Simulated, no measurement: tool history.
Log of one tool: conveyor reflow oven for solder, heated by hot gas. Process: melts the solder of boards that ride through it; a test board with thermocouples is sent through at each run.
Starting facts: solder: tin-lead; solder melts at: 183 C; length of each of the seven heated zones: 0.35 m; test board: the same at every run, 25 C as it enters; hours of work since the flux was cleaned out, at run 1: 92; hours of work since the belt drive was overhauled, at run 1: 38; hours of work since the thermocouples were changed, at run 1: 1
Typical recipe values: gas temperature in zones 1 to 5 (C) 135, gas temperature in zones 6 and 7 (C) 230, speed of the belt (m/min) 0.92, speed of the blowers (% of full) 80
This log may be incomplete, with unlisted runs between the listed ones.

run	hour	gas temperature in zones 1 to 5 (C)	gas temperature in zones 6 and 7 (C)	speed of the belt (m/min)	speed of the blowers (% of full)	hours of work since the flux was cleaned out	hours of work since the belt drive was overhauled	hours of work since the thermocouples were changed	highest temperature of the board (C)	time above the solder's melting point (s)
1	0	135	230	0.92	80	92	38	1	210.3	29.2
2	7.3	135	230	0.92	80	96	41	4	210.7	29.7
3	15.2	135	230	0.806	80	99	45	8	214.2	37.1
4	23.4	122	230	0.92	80	103	49	12	207.7	25.2
5	33.3	122	230	0.92	80	108	53	16	207.6	25.2
6	41.4	135	230	0.92	80	111	57	20	209.1	29.8
7	50.4	135	230	0.92	83	116	61	24	211.5	29.7
8	57.4	135	230	0.92	83	119	64	27	211.1	29.8
9	62.4	135	230	0.92	83	121	67	30	210.6	29.8
10	72	135	230	0.92	83	126	71	34	211	30.2
11	83.8	135	230	0.92	83	131	77	40	210.5	29.5
12	92.2	135	230	0.92	83	135	81	44	210.8	29.8
13	100.8	135	230	0.92	83	139	85	48	210.6	29.4
14	107	135	230	0.92	83	142	88	50	210.3	29.5
15	118.8	135	230	0.92	83	148	93	56	209.9	29.7
16	127.6	135	230	0.92	83	152	97	60	210.5	29.7
17	139.4	135	230	0.92	83	157	103	66	210.4	29.6
18	149.8	135	230	0.92	83	162	107	70	210.2	29.3
19	160.8	123	245	0.978	68	167	113	76	212.8	25.6
20	169.8	123	245	1.025	81	171	117	80	214	25.7
21	175.5	134	225	0.983	80	174	119	82	202.6	22.8
22	180.9	143	225	0.983	54	176	122	85	198	18.3
23	186.3	143	225	0.983	54	179	124	87	197.2	18.4
24	194.6	143	225	0.983	54	183	128	91	197.3	17.8
25	205.9	127	230	0.817	80	188	134	97	212	32.7
26	213.9	137	241	0.911	53	192	137	100	209.4	28.3
27	224.5	143	230	0.765	76	197	142	105	215.8	41.5
28	234.8	130	229	1.064	68	202	147	110	197.8	15.4
29	242.4	150	240	1.064	68	205	151	114	211.7	28.4
30	252.1	136	230	0.92	53	210	155	118	200	21.4

Below, each run's measurement less what the same run would have read without the hidden state. Both values contain the same run-to-run variation, but the gauge's scatter may not be the same in both:
Hidden state present: heat that the gas passes to the board, % of a clean oven's; belt's true speed, % of the reading; true gas temperature in zones 6 and 7 over the reading, C; drift of the gauge itself on peak_c, C; drift of the gauge itself on liquid_s, %.
run	highest temperature of the board (C)	time above the solder's melting point (s)
1	-1	-0.7
2	-1	-0.7
3	-0.9	-0.7
4	-1.3	-0.9
5	-1.3	-1
6	-1.2	-0.8
7	-1.3	-0.8
8	-1.3	-0.9
9	-1.3	-0.9
10	-1.4	-0.9
11	-1.5	-0.9
12	-1.5	-1
13	-1.5	-1
14	-1.6	-1.1
15	-1.7	-1.1
16	-1.7	-1.1
17	-1.8	-1.2
18	-1.8	-1.3
19	-2.2	-1.3
20	-2.6	-1.2
21	-2	-1.6
22	-1.7	-1.7
23	-1.6	-1.7
24	-1.7	-1.7
25	-2	-1.4
26	-2	-1.4
27	-1.7	-1
28	-2.5	-2.1
29	-2.4	-1.3
30	-2	-1.8
